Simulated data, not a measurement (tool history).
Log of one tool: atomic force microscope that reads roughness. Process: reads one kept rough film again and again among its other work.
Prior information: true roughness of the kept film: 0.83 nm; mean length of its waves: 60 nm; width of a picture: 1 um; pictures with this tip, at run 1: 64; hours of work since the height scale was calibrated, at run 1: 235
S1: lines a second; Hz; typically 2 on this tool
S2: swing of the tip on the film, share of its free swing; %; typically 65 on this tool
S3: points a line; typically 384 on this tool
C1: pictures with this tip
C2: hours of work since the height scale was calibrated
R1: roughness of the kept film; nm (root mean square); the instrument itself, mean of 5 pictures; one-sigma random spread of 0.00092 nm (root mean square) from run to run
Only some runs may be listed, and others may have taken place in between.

Run 1, hour 0: usual settings; C1 64; C2 235. Result: R1 0.7994 nm (root mean square).
Run 2, hour 13.5: usual settings but S1 2.1 Hz; C1 83; C2 240. Result: R1 0.7963 nm (root mean square).
Run 3, hour 22.8: usual settings but S1 1.36 Hz; C1 96; C2 245. Result: R1 0.806 nm (root mean square).
Run 4, hour 44.8: usual settings but S1 1.36 Hz; C1 127; C2 254. Result: R1 0.8032 nm (root mean square).
Run 5, hour 66.6: usual settings but S1 1.36 Hz; C1 158; C2 264. Result: R1 0.8026 nm (root mean square).
Run 6, hour 85.4: usual settings but S1 1.36 Hz; C1 184; C2 272. Result: R1 0.8045 nm (root mean square).
Run 7, hour 99.3: usual settings but S1 3.62 Hz; C1 204; C2 278. Result: R1 0.7768 nm (root mean square).
Run 8, hour 118.1: usual settings but S1 3.62 Hz, S2 58 %; C1 230; C2 286. Result: R1 0.7926 nm (root mean square).
Run 9, hour 135.7: usual settings but S1 3.62 Hz, S2 58 %; C1 254; C2 294. Result: R1 0.7919 nm (root mean square).
Run 10, hour 154.2: usual settings but S1 3.62 Hz, S2 58 %, S3 317; C1 280; C2 302. Result: R1 0.7895 nm (root mean square).
Run 11, hour 169.2: usual settings but S2 88 %; C1 301; C2 309. Result: R1 0.7415 nm (root mean square).
At hour 180.9: new tip fitted.
Run 12, hour 183.9: usual settings but S2 88 %; C1 4; C2 315. Result: R1 0.7465 nm (root mean square).
Run 13, hour 200.9: usual settings but S2 88 %; C1 28; C2 323. Result: R1 0.7447 nm (root mean square).
Run 14, hour 212.5: usual settings but S3 616; C1 44; C2 328. Result: R1 0.7985 nm (root mean square).
Run 15, hour 223: usual settings; C1 59; C2 332. Result: R1 0.7976 nm (root mean square).
Run 16, hour 244.4: usual settings; C1 89; C2 342. Result: R1 0.7953 nm (root mean square).
Run 17, hour 261.5: usual settings; C1 113; C2 349. Result: R1 0.7943 nm (root mean square).
Run 18, hour 282.3: usual settings but S3 416; C1 142; C2 358. Result: R1 0.7982 nm (root mean square).
Run 19, hour 296.2: usual settings but S3 416; C1 161; C2 364. Result: R1 0.7948 nm (root mean square).
Run 20, hour 312.6: usual settings but S1 2.45 Hz, S3 258; C1 184; C2 372. Result: R1 0.7872 nm (root mean square).
Run 21, hour 324.6: usual settings but S1 2.45 Hz, S3 258; C1 201; C2 377. Result: R1 0.787 nm (root mean square).
Run 22, hour 337.9: usual settings but S1 2.45 Hz, S2 87 %, S3 572; C1 220; C2 383. Result: R1 0.7328 nm (root mean square).
Run 23, hour 354.9: usual settings but S1 0.75 Hz, S2 70 %, S3 506; C1 244; C2 390. Result: R1 0.8072 nm (root mean square).
Run 24, hour 371.5: usual settings but S1 0.78 Hz, S3 677; C1 267; C2 397. Result: R1 0.8096 nm (root mean square).
Run 25, hour 387: usual settings but S2 80 %, S3 743; C1 289; C2 404. Result: R1 0.7662 nm (root mean square).
At hour 408.3: new tip fitted.
Run 26, hour 408.3: usual settings but S2 78 %; C1 0; C2 413. Result: R1 0.7736 nm (root mean square).
Run 27, hour 424.8: usual settings but S2 78 %; C1 23; C2 421. Result: R1 0.774 nm (root mean square).
Run 28, hour 442.2: usual settings but S2 78 %; C1 47; C2 428. Result: R1 0.7714 nm (root mean square).
Run 29, hour 463.2: usual settings but S2 77 %, S3 515; C1 77; C2 437. Result: R1 0.7767 nm (root mean square).
Run 30, hour 478.5: usual settings but S2 77 %, S3 411; C1 98; C2 444. Result: R1 0.7733 nm (root mean square).

Expected results for the next run?
Run 31, hour 499.6: usual settings but S1 1.55 Hz, S2 62 %, S3 740; C1 128; C2 453. Result: R1 ?.

Logged for run 31: R1 0.8053 nm (root mean square).
Were there no unlogged condition in the tool, this run, its random variation unchanged, would have produced R1 0.8104 nm (root mean square).
